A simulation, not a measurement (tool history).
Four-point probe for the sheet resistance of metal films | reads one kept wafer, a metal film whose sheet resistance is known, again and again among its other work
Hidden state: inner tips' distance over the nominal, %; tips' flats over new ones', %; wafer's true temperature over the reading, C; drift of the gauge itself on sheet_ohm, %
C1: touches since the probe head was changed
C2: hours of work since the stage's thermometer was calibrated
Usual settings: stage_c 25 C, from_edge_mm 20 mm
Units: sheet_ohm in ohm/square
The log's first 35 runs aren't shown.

run 36 hour=2409.6 | stage_c=24 from_edge_mm=20 | C1=160296 C2=1247 | sheet_ohm=1.748078
-- hour=2449.0 stage's thermometer calibrated
run 37 hour=2489.6 | stage_c=23 from_edge_mm=8 | C1=162398 C2=21 | sheet_ohm=1.771844
run 38 hour=2551.1 | stage_c=23 from_edge_mm=8 | C1=164023 C2=52 | sheet_ohm=1.771722
run 39 hour=2624.8 | stage_c=31 from_edge_mm=38 | C1=165972 C2=90 | sheet_ohm=1.739494
run 40 hour=2672.1 | stage_c=31 from_edge_mm=38 | C1=167224 C2=114 | sheet_ohm=1.739332
run 41 hour=2741.4 | stage_c=26 from_edge_mm=19 | C1=169056 C2=150 | sheet_ohm=1.749167
run 42 hour=2792.7 | stage_c=26 from_edge_mm=37 | C1=170411 C2=176 | sheet_ohm=1.746157
run 43 hour=2868.4 | stage_c=33 from_edge_mm=3 | C1=172414 C2=215 | sheet_ohm=1.887016
run 44 hour=2927.9 | stage_c=23 from_edge_mm=17 | C1=173986 C2=245 | sheet_ohm=1.754167

3 ways to go on from here, each from the tool as it stands after run 44. What would each give?
run A hour=3011.3 | stage_c=20 from_edge_mm=17 | C1=176193 C2=288 | sheet_ohm=?
run B hour=3011.3 | stage_c=34 from_edge_mm=20 | C1=176193 C2=288 | sheet_ohm=?
run C hour=3011.3 | stage_c=31 from_edge_mm=50 | C1=176193 C2=288 | sheet_ohm=?

run=A sheet_ohm=1.758291
run=B sheet_ohm=1.738238
run=C sheet_ohm=1.740352
Without the tool's hidden state the same runs would have given:
run=A sheet_ohm=1.736938
run=B sheet_ohm=1.717106
run=C sheet_ohm=1.719195

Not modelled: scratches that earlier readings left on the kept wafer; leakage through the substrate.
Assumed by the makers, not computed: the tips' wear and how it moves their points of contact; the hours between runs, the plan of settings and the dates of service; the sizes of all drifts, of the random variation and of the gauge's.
